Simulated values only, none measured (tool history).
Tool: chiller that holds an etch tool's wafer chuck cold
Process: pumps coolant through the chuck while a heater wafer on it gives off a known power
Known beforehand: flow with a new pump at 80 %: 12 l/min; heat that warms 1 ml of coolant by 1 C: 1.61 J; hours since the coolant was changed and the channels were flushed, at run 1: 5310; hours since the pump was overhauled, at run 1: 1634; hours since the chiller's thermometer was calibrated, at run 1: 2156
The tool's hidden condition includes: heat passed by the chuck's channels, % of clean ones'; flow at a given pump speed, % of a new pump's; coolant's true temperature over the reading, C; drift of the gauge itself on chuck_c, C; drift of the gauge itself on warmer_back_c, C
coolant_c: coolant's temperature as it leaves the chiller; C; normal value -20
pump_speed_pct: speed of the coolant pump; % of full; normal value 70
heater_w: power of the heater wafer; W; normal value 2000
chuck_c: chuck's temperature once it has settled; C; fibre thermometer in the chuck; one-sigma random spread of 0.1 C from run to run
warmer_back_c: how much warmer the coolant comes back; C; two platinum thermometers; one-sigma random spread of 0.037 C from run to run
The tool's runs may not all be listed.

run	hour	coolant_c	pump_speed_pct	heater_w	hours since the coolant was changed and the channels were flushed	hours since the pump was overhauled	hours since the chiller's thermometer was calibrated	chuck_c	warmer_back_c
1	0	-20	70	2000	5310	1634	2156	6	7.09
2	45.9	-20	70	2000	5356	1680	2202	5.9	7.21
3	73.8	-23	70	2000	5383	1708	2230	2.7	7.17
4	95.1	-17	70	2000	5405	1729	2251	9	7.19
5	117.8	-20	70	2310	5427	1752	2274	9.8	8.37
6	140	-20	70	2310	5450	1774	2296	9.8	8.35
7	164.5	-20	70	2000	5474	1799	2320	5.9	7.31
8	209.3	-20	70	2000	5519	1844	2365	6.1	7.35
9	233.7	-20	70	2000	5543	1868	2390	6	7.35
10	275.7	-20	70	1516	5585	1910	2432	-0.3	5.67
11	312.7	-20	70	1516	5622	1947	2469	-0.6	5.62
12	357.3	-20	75	2000	5667	1992	2513	4.4	6.92
13	386.1	-20	75	2000	5696	2021	2542	4.3	6.89
14	432.9	-20	75	2000	5743	2067	2589	4.1	6.93
15	473.1	-20	75	2000	5783	2107	2629	4.5	6.94
16	498.2	-20	75	2000	5808	2133	2654	4.3	6.96
# hour 534.3: gauge calibrated
17	540.8	-24	66	1298	5850	2175	2697	-6.2	4.95
18	562.1	-15	89	1298	5872	2196	2718	-1.5	3.65
19	602.6	-25	88	1323	5912	2237	2759	-11.2	3.79
20	627.5	-24	72	2217	5937	2262	2783	4.1	7.81
21	665	-10	63	2109	5975	2299	2821	20	8.58
22	694.7	-25	75	2000	6004	2329	2851	-0.8	6.72
23	725.2	-11	76	2000	6035	2360	2881	13	6.64
24	746.8	-16	69	1158	6057	2381	2903	-0.9	4.41
25	773.8	-16	69	1158	6083	2408	2930	-0.8	4.38
26	801.6	-16	87	1312	6111	2436	2958	-2	3.92
27	833.8	-20	74	2129	6143	2468	2990	6	7.4
28	880.8	-20	95	1521	6191	2515	3037	-5.1	4.2
29	925.1	-20	75	2558	6235	2560	3081	10.9	8.83
30	955.9	-12	63	2891	6266	2590	3112	29.2	11.82
31	999.4	-28	78	2847	6309	2634	3155	5.2	9.48

Below are 4 alternative next runs, each starting from the tool's condition after run 31. Predict each:
A	1032.2	-19	78	2847	6342	2667	3188	?	?
B	1032.2	-20	78	2000	6342	2667	3188	?	?
C	1032.2	-11	70	2000	6342	2667	3188	?	?
D	1032.2	-28	76	1782	6342	2667	3188	?	?

run	chuck_c	warmer_back_c
A	14.5	9.48
B	3.5	6.74
C	14.9	7.52
D	-6.8	6.14
What these runs would have given with no unlogged condition in the tool:
run	chuck_c	warmer_back_c
A	14.4	9.15
B	3.5	6.41
C	14.8	7.19
D	-6.8	5.82
